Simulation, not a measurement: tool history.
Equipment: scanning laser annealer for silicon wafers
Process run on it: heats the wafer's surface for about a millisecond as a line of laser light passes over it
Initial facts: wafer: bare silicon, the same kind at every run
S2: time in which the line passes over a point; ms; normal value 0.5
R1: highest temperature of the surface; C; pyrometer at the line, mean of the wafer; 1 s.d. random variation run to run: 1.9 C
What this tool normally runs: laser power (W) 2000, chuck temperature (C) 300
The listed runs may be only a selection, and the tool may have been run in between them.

{"run": 1, "hour": 0.0, "laser power (W)": 2000, "S2": 0.5, "chuck temperature (C)": 300, "R1": 1085}
{"run": 2, "hour": 15.5, "laser power (W)": 2000, "S2": 0.5, "chuck temperature (C)": 300, "R1": 1081}
{"run": 3, "hour": 25.8, "laser power (W)": 2000, "S2": 0.5, "chuck temperature (C)": 300, "R1": 1082}
{"run": 4, "hour": 35.7, "laser power (W)": 2000, "S2": 0.5, "chuck temperature (C)": 300, "R1": 1080}
{"run": 5, "hour": 54.0, "laser power (W)": 2000, "S2": 0.5, "chuck temperature (C)": 300, "R1": 1083}
{"run": 6, "hour": 71.1, "laser power (W)": 2000, "S2": 0.5, "chuck temperature (C)": 300, "R1": 1076}
{"run": 7, "hour": 82.8, "laser power (W)": 2000, "S2": 0.476, "chuck temperature (C)": 300, "R1": 1060}
{"hour": 89.6, "done": "optics aligned, line set to its width"}
{"run": 8, "hour": 101.7, "laser power (W)": 2000, "S2": 0.476, "chuck temperature (C)": 300, "R1": 1060}
{"run": 9, "hour": 117.2, "laser power (W)": 2051, "S2": 0.409, "chuck temperature (C)": 322, "R1": 1037}
{"hour": 128.8, "done": "optics aligned, line set to its width, once more"}
{"run": 10, "hour": 141.7, "laser power (W)": 2051, "S2": 0.409, "chuck temperature (C)": 322, "R1": 1041}
{"run": 11, "hour": 154.1, "laser power (W)": 2051, "S2": 0.409, "chuck temperature (C)": 322, "R1": 1042}
{"run": 12, "hour": 168.8, "laser power (W)": 2095, "S2": 0.409, "chuck temperature (C)": 266, "R1": 996}
{"run": 13, "hour": 188.4, "laser power (W)": 2095, "S2": 0.409, "chuck temperature (C)": 266, "R1": 997}
{"run": 14, "hour": 197.5, "laser power (W)": 2000, "S2": 0.483, "chuck temperature (C)": 296, "R1": 1061}
{"run": 15, "hour": 212.9, "laser power (W)": 2000, "S2": 0.483, "chuck temperature (C)": 296, "R1": 1058}

Each row is a separate what-if for the run after 15, all from the same tool condition, not one after another. Results?
{"run": "A", "hour": 225.2, "laser power (W)": 2182, "S2": 0.498, "chuck temperature (C)": 302, "R1": "?"}
{"run": "B", "hour": 225.2, "laser power (W)": 2000, "S2": 0.421, "chuck temperature (C)": 284, "R1": "?"}
{"run": "C", "hour": 225.2, "laser power (W)": 2000, "S2": 0.419, "chuck temperature (C)": 268, "R1": "?"}

run=A R1=1154
run=B R1=991
run=C R1=973
The same runs, with their run-to-run variation unchanged, on a tool lacking any hidden condition would have given:
run=A R1=1175
run=B R1=1008
run=C R1=990

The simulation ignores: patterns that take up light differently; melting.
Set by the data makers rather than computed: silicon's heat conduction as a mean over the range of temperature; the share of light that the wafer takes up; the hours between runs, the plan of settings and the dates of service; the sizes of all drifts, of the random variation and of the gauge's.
